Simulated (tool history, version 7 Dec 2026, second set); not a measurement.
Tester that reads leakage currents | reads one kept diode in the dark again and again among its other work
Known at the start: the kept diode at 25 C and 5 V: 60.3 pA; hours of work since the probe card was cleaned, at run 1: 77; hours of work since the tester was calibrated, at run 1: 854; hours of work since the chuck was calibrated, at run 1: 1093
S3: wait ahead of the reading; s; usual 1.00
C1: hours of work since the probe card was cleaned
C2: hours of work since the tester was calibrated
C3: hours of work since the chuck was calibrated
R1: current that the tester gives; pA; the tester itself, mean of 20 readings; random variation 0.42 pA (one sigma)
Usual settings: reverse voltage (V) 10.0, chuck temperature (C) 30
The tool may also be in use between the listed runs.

run 1 hour=0.0 | reverse_voltage_(V)=10.0 chuck_temperature_(C)=30 S3=1.00 | C1=77 C2=854 C3=1093 | R1=156.12
run 2 hour=35.1 | reverse_voltage_(V)=10.0 chuck_temperature_(C)=30 S3=0.99 | C1=97 C2=873 C3=1112 | R1=156.58
run 3 hour=74.4 | reverse_voltage_(V)=10.0 chuck_temperature_(C)=30 S3=0.99 | C1=118 C2=895 C3=1134 | R1=156.58
run 4 hour=112.7 | reverse_voltage_(V)=4.1 chuck_temperature_(C)=30 S3=1.00 | C1=139 C2=916 C3=1155 | R1=91.20
run 5 hour=161.8 | reverse_voltage_(V)=4.1 chuck_temperature_(C)=30 S3=1.00 | C1=166 C2=943 C3=1182 | R1=91.04
run 6 hour=206.3 | reverse_voltage_(V)=4.6 chuck_temperature_(C)=21 S3=5.39 | C1=191 C2=967 C3=1206 | R1=49.47
run 7 hour=258.5 | reverse_voltage_(V)=10.0 chuck_temperature_(C)=27 S3=1.72 | C1=219 C2=996 C3=1235 | R1=127.31
run 8 hour=296.9 | reverse_voltage_(V)=10.0 chuck_temperature_(C)=29 S3=0.67 | C1=240 C2=1017 C3=1256 | R1=150.97
run 9 hour=342.2 | reverse_voltage_(V)=10.0 chuck_temperature_(C)=60 S3=0.87 | C1=265 C2=1042 C3=1281 | R1=1172.28
run 10 hour=378.5 | reverse_voltage_(V)=10.0 chuck_temperature_(C)=60 S3=0.87 | C1=285 C2=1062 C3=1300 | R1=1165.06

Forecast each of these 5 alternatives for the next run:
run A hour=419.0 | reverse_voltage_(V)=2.1 chuck_temperature_(C)=55 S3=0.87 | C1=307 C2=1084 C3=1323 | R1=?
run B hour=419.0 | reverse_voltage_(V)=10.0 chuck_temperature_(C)=30 S3=3.33 | C1=307 C2=1084 C3=1323 | R1=?
run C hour=419.0 | reverse_voltage_(V)=1.2 chuck_temperature_(C)=30 S3=9.47 | C1=307 C2=1084 C3=1323 | R1=?
run D hour=419.0 | reverse_voltage_(V)=2.2 chuck_temperature_(C)=43 S3=6.01 | C1=307 C2=1084 C3=1323 | R1=?
run E hour=419.0 | reverse_voltage_(V)=6.5 chuck_temperature_(C)=28 S3=0.58 | C1=307 C2=1084 C3=1323 | R1=?

run=A R1=338.18
run=B R1=158.12
run=C R1=43.84
run=D R1=157.39
run=E R1=109.49
Without the tool's hidden state the same runs would have given:
run=A R1=299.16
run=B R1=134.96
run=C R1=37.77
run=D R1=137.63
run=E R1=93.85
